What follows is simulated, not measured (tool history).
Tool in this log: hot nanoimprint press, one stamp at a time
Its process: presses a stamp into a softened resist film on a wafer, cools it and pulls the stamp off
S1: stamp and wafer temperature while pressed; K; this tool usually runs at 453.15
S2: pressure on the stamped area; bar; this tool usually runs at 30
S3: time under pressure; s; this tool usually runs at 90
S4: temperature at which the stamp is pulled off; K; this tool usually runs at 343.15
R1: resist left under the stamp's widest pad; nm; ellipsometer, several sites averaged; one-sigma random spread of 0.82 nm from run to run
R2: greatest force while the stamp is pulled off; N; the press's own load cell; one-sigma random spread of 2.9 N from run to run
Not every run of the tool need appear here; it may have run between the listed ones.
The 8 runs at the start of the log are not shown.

Run 9, hour 209.9: usual settings. Result: R1 140.8 nm, R2 227 N.
Run 10, hour 226.6: usual settings. Result: R1 143.2 nm, R2 230 N.
Run 11, hour 250.8: usual settings. Result: R1 141.2 nm, R2 231 N.
Run 12, hour 276.3: usual settings. Result: R1 141.5 nm, R2 237 N.
Run 13, hour 302.1: usual settings. Result: R1 142.5 nm, R2 238 N.
Run 14, hour 335.1: usual settings. Result: R1 145.2 nm, R2 241 N.
Run 15, hour 355.8: usual settings. Result: R1 143 nm, R2 244 N.
Run 16, hour 377.1: usual settings but S2 31.7 bar, S3 144 s, S4 344.15 K. Result: R1 116.1 nm, R2 247 N.
Run 17, hour 412.1: usual settings but S1 442.15 K, S2 41.4 bar, S3 144 s, S4 344.15 K. Result: R1 153.2 nm, R2 246 N.
Run 18, hour 428.8: usual settings but S1 449.15 K, S2 36.2 bar. Result: R1 151 nm, R2 255 N.
At hour 451.9: stamp cleaned and given a new release coat.
Run 19, hour 464.8: usual settings but S3 50 s. Result: R1 177.7 nm, R2 229 N.
Run 20, hour 498.4: usual settings but S3 50 s. Result: R1 178 nm, R2 236 N.
Run 21, hour 526.2: usual settings but S1 462.15 K, S2 22 bar, S3 50 s. Result: R1 157.8 nm, R2 242 N.
At hour 549.8: plate thermocouple calibrated.
Run 22, hour 555.6: usual settings but S1 452.15 K, S3 157 s. Result: R1 118.2 nm, R2 240 N.
Run 23, hour 572.4: usual settings but S1 452.15 K, S3 157 s. Result: R1 119.3 nm, R2 240 N.
Run 24, hour 595.9: usual settings but S1 452.15 K, S3 157 s. Result: R1 118.7 nm, R2 247 N.
Run 25, hour 611.3: usual settings but S1 452.15 K, S3 123 s. Result: R1 129.9 nm, R2 241 N.
Run 26, hour 637.1: usual settings but S3 60 s, S4 337.15 K. Result: R1 164.1 nm, R2 255 N.
Run 27, hour 663.2: usual settings but S3 60 s, S4 337.15 K. Result: R1 163.8 nm, R2 261 N.
Run 28, hour 693.7: usual settings but S1 447.15 K, S2 31 bar, S3 106 s, S4 341.15 K. Result: R1 162.1 nm, R2 257 N.
At hour 718.1: stamp cleaned and given a new release coat.
Run 29, hour 731.8: usual settings but S1 447.15 K, S2 39.6 bar, S3 130 s, S4 350.15 K. Result: R1 134.8 nm, R2 218 N.
At hour 754.8: press's hydraulic seals changed and the load cell set to zero.
Run 30, hour 774.9: usual settings but S1 448.15 K, S2 20.4 bar, S3 130 s, S4 341.15 K. Result: R1 177.2 nm, R2 232 N.

Consider 4 possible next runs. They are alternatives, not a sequence: every one starts from the tool as it was left by run 30. What does each give?
Run A, hour 797.2: usual settings but S3 55 s. Result: R1 ?, R2 ?.
Run B, hour 797.2: usual settings but S1 445.15 K. Result: R1 ?, R2 ?.
Run C, hour 797.2: usual settings but S1 457.15 K. Result: R1 ?, R2 ?.
Run D, hour 797.2: usual settings but S1 454.15 K, S2 20.4 bar, S3 130 s, S4 329.15 K. Result: R1 ?, R2 ?.

run     R1   R2
  A  165.4  240
  B  183.5  236
  C  122.4  231
  D  146.2  251
What these runs would have given with no unlogged condition in the tool:
run     R1   R2
  A  161.7  232
  B  179.2  228
  C  119.5  223
  D  142.8  242
